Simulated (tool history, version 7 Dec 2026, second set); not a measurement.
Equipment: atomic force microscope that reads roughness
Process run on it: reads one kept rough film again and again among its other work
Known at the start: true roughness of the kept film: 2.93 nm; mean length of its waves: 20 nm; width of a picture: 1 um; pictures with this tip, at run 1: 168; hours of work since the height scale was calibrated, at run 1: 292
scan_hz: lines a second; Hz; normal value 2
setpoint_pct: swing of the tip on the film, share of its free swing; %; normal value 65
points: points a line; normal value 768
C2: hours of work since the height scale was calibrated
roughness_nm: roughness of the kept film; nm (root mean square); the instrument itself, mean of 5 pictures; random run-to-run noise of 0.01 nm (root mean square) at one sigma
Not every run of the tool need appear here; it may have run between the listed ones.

{"run": 1, "hour": 0.0, "scan_hz": 2, "setpoint_pct": 65, "points": 768, "pictures with this tip": 168, "C2": 292, "roughness_nm": 2.153}
{"run": 2, "hour": 46.2, "scan_hz": 2, "setpoint_pct": 65, "points": 768, "pictures with this tip": 232, "C2": 318, "roughness_nm": 2.087}
{"run": 3, "hour": 107.8, "scan_hz": 2, "setpoint_pct": 65, "points": 768, "pictures with this tip": 319, "C2": 354, "roughness_nm": 2.002}
{"hour": 138.3, "done": "new tip fitted"}
{"run": 4, "hour": 171.5, "scan_hz": 3.76, "setpoint_pct": 65, "points": 768, "pictures with this tip": 46, "C2": 390, "roughness_nm": 2.229}
{"run": 5, "hour": 251.2, "scan_hz": 1.09, "setpoint_pct": 65, "points": 768, "pictures with this tip": 157, "C2": 436, "roughness_nm": 2.276}
{"run": 6, "hour": 297.8, "scan_hz": 1.09, "setpoint_pct": 65, "points": 768, "pictures with this tip": 223, "C2": 463, "roughness_nm": 2.188}
{"run": 7, "hour": 374.5, "scan_hz": 1.09, "setpoint_pct": 65, "points": 768, "pictures with this tip": 330, "C2": 507, "roughness_nm": 2.093}
{"hour": 400.2, "done": "new tip fitted"}
{"run": 8, "hour": 415.2, "scan_hz": 1.09, "setpoint_pct": 65, "points": 768, "pictures with this tip": 21, "C2": 530, "roughness_nm": 2.366}
{"run": 9, "hour": 457.8, "scan_hz": 1.09, "setpoint_pct": 65, "points": 768, "pictures with this tip": 81, "C2": 555, "roughness_nm": 2.318}
{"run": 10, "hour": 492.1, "scan_hz": 1.09, "setpoint_pct": 65, "points": 768, "pictures with this tip": 129, "C2": 575, "roughness_nm": 2.238}
{"run": 11, "hour": 526.4, "scan_hz": 2.72, "setpoint_pct": 83, "points": 768, "pictures with this tip": 177, "C2": 594, "roughness_nm": 1.831}
{"run": 12, "hour": 582.2, "scan_hz": 2.72, "setpoint_pct": 83, "points": 365, "pictures with this tip": 255, "C2": 627, "roughness_nm": 1.741}
{"run": 13, "hour": 624.3, "scan_hz": 0.53, "setpoint_pct": 85, "points": 543, "pictures with this tip": 314, "C2": 651, "roughness_nm": 2.022}
{"hour": 660.4, "done": "new tip fitted"}
{"run": 14, "hour": 664.8, "scan_hz": 1.03, "setpoint_pct": 65, "points": 471, "pictures with this tip": 6, "C2": 674, "roughness_nm": 2.443}
{"run": 15, "hour": 740.2, "scan_hz": 1.03, "setpoint_pct": 65, "points": 471, "pictures with this tip": 112, "C2": 717, "roughness_nm": 2.291}
{"run": 16, "hour": 793.7, "scan_hz": 1.03, "setpoint_pct": 65, "points": 471, "pictures with this tip": 187, "C2": 748, "roughness_nm": 2.203}
{"run": 17, "hour": 870.7, "scan_hz": 1.03, "setpoint_pct": 65, "points": 471, "pictures with this tip": 294, "C2": 793, "roughness_nm": 2.086}

Alternative continuations, all from the tool just after run 17; predict every row:
{"hour": 918.6, "done": "new tip fitted"}
{"run": "A", "hour": 921.1, "scan_hz": 1.82, "setpoint_pct": 65, "points": 529, "pictures with this tip": 3, "C2": 821, "roughness_nm": "?"}
{"hour": 918.6, "done": "new tip fitted"}
{"run": "B", "hour": 921.1, "scan_hz": 2.1, "setpoint_pct": 76, "points": 768, "pictures with this tip": 3, "C2": 821, "roughness_nm": "?"}
{"hour": 918.6, "done": "new tip fitted"}
{"run": "C", "hour": 921.1, "scan_hz": 1.06, "setpoint_pct": 65, "points": 768, "pictures with this tip": 3, "C2": 821, "roughness_nm": "?"}
{"hour": 918.6, "done": "new tip fitted"}
{"run": "D", "hour": 921.1, "scan_hz": 1.03, "setpoint_pct": 73, "points": 471, "pictures with this tip": 3, "C2": 821, "roughness_nm": "?"}
{"hour": 918.6, "done": "new tip fitted"}
{"run": "E", "hour": 921.1, "scan_hz": 1.03, "setpoint_pct": 70, "points": 471, "pictures with this tip": 3, "C2": 821, "roughness_nm": "?"}

run=A roughness_nm=2.36
run=B roughness_nm=2.251
run=C roughness_nm=2.461
run=D roughness_nm=2.364
run=E roughness_nm=2.398
What these runs would have given with no unlogged condition in the tool:
run=A roughness_nm=2.384
run=B roughness_nm=2.275
run=C roughness_nm=2.487
run=D roughness_nm=2.388
run=E roughness_nm=2.423
